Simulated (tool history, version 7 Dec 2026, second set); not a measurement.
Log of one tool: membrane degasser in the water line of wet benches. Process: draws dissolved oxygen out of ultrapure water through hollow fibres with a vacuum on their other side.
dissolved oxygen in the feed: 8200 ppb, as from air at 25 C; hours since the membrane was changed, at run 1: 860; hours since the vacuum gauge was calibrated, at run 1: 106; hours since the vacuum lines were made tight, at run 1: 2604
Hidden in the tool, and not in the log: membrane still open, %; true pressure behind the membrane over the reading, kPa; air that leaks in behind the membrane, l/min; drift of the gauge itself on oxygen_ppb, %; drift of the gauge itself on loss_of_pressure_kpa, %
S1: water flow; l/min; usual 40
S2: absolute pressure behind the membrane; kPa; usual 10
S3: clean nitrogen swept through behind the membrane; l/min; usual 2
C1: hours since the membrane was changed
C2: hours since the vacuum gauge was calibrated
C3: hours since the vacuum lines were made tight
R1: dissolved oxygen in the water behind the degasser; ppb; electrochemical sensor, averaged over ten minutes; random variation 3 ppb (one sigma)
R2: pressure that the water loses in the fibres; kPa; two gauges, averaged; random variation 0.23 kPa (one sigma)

| run | hour | S1 | S2 | S3 | C1 | C2 | C3 | R1 | R2 |
|---|---|---|---|---|---|---|---|---|---|
| 1 | 0 | 40 | 10 | 2 | 860 | 106 | 2604 | 427.1 | 57.84 |
| 2 | 25.8 | 40 | 10 | 2 | 886 | 132 | 2629 | 431 | 58.32 |
| 3 | 58 | 40 | 10 | 2 | 918 | 164 | 2661 | 428.2 | 58.06 |
| 4 | 106.1 | 40 | 10 | 2 | 966 | 212 | 2710 | 424.5 | 57.98 |
| 5 | 145 | 36 | 10 | 2 | 1005 | 251 | 2748 | 372.6 | 52.07 |
| 6 | 191.1 | 40 | 10 | 1.45 | 1051 | 297 | 2795 | 519 | 58.06 |
| 7 | 229.5 | 40 | 10 | 1.45 | 1090 | 335 | 2833 | 510.8 | 58.4 |
| 8 | 250.1 | 40 | 10 | 1.45 | 1110 | 356 | 2854 | 523.7 | 57.52 |
| 9 | 280.4 | 40 | 10 | 1.45 | 1141 | 386 | 2884 | 517.7 | 57.76 |
|  | 284.3 | vacuum gauge calibrated |
| 10 | 305.7 | 40 | 10 | 1.45 | 1165 | 21 | 2909 | 516.1 | 58.52 |
| 11 | 341.8 | 40 | 10 | 1.45 | 1202 | 58 | 2945 | 520.5 | 58.12 |
| 12 | 375.3 | 40 | 10 | 1.12 | 1235 | 91 | 2978 | 602.4 | 58.81 |
| 13 | 399.6 | 40 | 10 | 2 | 1259 | 115 | 3003 | 428.8 | 58.14 |
| 14 | 437.4 | 40 | 10 | 2 | 1297 | 153 | 3040 | 427.9 | 58.23 |
| 15 | 461.5 | 40 | 10 | 1.06 | 1321 | 177 | 3065 | 639.9 | 58.46 |
| 16 | 499.5 | 40 | 10 | 1.06 | 1359 | 215 | 3102 | 624.1 | 58.11 |
|  | 508 | vacuum gauge calibrated, once more |
| 17 | 536.4 | 40 | 6.9 | 1.26 | 1396 | 28 | 3139 | 371.6 | 58.14 |
| 18 | 579.4 | 36 | 7.4 | 3.21 | 1439 | 71 | 3182 | 219.3 | 52.18 |
| 19 | 624.1 | 36 | 7.4 | 3.21 | 1483 | 116 | 3227 | 220.6 | 52.56 |
| 20 | 653.1 | 25 | 16.5 | 5.68 | 1512 | 145 | 3256 | 187.7 | 36.41 |
| 21 | 695 | 25 | 16.5 | 5.68 | 1554 | 187 | 3297 | 191.2 | 36.61 |
| 22 | 738.4 | 25 | 6.1 | 3.77 | 1598 | 230 | 3341 | 94.8 | 36.41 |
| 23 | 782.8 | 25 | 19.2 | 1.06 | 1642 | 275 | 3385 | 806.1 | 36.34 |
| 24 | 806.8 | 33 | 10 | 5.1 | 1666 | 299 | 3409 | 197.1 | 48.31 |
| 25 | 841 | 33 | 10 | 5.1 | 1700 | 333 | 3444 | 195.9 | 47.77 |
| 26 | 860.7 | 42 | 10.8 | 2.19 | 1720 | 353 | 3463 | 459.9 | 61.12 |
| 27 | 880.6 | 29 | 10 | 3.04 | 1740 | 373 | 3483 | 218.8 | 42.19 |
| 28 | 918.1 | 27 | 6.8 | 2.47 | 1777 | 410 | 3521 | 150.9 | 39.83 |
| 29 | 959.8 | 40 | 7.2 | 1.04 | 1819 | 452 | 3562 | 427.5 | 58.3 |
| 30 | 986.9 | 29 | 14.7 | 1.67 | 1846 | 479 | 3589 | 497.4 | 42.34 |

Some steps in R1 between neighbouring runs. How much of each would the tool show without its hidden state too (settings, what came in, random variation), and how much is left for the hidden state, with any gauge scatter that isn't in both results?
Run 14 -> 15: S3 2 -> 1.06. R1 +212 ppb: hidden state +1.7, all else +210.3.
Run 16 -> 17: S2 10 -> 6.9, S3 1.06 -> 1.26, vacuum gauge calibrated, once more. R1 -252.5 ppb: hidden state -5, all else -247.5.
Run 22 -> 23: S2 6.1 -> 19.2, S3 3.77 -> 1.06. R1 +711.3 ppb: hidden state +1.2, all else +710.1.
Run 23 -> 24: S1 25 -> 33, S2 19.2 -> 10, S3 1.06 -> 5.1. R1 -609 ppb: hidden state +0.2, all else -609.2.
Run 26 -> 27: S1 42 -> 29, S2 10.8 -> 10, S3 2.19 -> 3.04. R1 -241.1 ppb: hidden state -1.8, all else -239.3.
Run 28 -> 29: S1 27 -> 40, S2 6.8 -> 7.2, S3 2.47 -> 1.04. R1 +276.6 ppb: hidden state +1.6, all else +275.
